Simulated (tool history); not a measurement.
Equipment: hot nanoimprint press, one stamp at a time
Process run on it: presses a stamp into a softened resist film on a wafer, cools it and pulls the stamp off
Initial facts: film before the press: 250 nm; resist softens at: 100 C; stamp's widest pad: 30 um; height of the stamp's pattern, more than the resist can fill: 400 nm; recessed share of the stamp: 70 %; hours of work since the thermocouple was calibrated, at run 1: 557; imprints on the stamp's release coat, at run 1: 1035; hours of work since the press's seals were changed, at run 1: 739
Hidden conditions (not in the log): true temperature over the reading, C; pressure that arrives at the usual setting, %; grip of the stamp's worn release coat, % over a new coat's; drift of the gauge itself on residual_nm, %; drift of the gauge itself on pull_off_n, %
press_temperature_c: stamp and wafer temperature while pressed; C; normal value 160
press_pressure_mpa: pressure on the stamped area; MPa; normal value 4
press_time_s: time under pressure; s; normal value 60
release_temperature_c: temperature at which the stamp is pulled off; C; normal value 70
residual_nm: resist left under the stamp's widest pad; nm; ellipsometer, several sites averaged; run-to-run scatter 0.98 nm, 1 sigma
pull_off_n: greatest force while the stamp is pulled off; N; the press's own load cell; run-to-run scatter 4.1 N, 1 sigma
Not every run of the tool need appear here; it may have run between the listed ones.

run	hour	press_temperature_c	press_pressure_mpa	press_time_s	release_temperature_c	hours of work since the thermocouple was calibrated	imprints on the stamp's release coat	hours of work since the press's seals were changed	residual_nm	pull_off_n
1	0	160	4	60	70	557	1035	739	159.4	229
2	22.4	160	4	60	70	571	1119	753	160.9	239
3	40.7	160	4	60	70	582	1187	765	161.3	242
# hour 69.1: plate thermocouple calibrated
# hour 79.5: stamp cleaned and given a new release coat
4	81.7	160	4	60	70	4	8	784	143.8	207
5	119.8	160	4	60	70	28	150	808	144.2	204
6	151.9	160	4	60	70	48	271	828	143.2	217
7	183	160	4	60	70	67	387	847	146.3	218
8	213.4	160	4	60	70	86	501	866	146	221
9	253.9	155	4	60	70	111	653	891	187.5	227
10	289	160	4	60	66	132	784	913	148.2	245
11	328.9	160	4	60	70	157	934	937	150.5	235
12	352.4	160	4	60	70	172	1022	952	150.2	232
13	385.4	160	4	60	70	192	1145	972	149.4	243
14	415.6	160	4	60	70	211	1258	991	151.9	243
# hour 432.5: stamp cleaned and given a new release coat
15	449	160	4	60	70	228	62	1008	153.7	204

Run 16, settings as shown, results not yet in. Your forecast:
16	471.2	160	2.53	51	55	241	145	1022	?	?

residual_nm: 179.8 nm
pull_off_n: 244 N
With no hidden state in the tool, this same run would have given residual_nm 170.1 nm, pull_off_n 236 N.
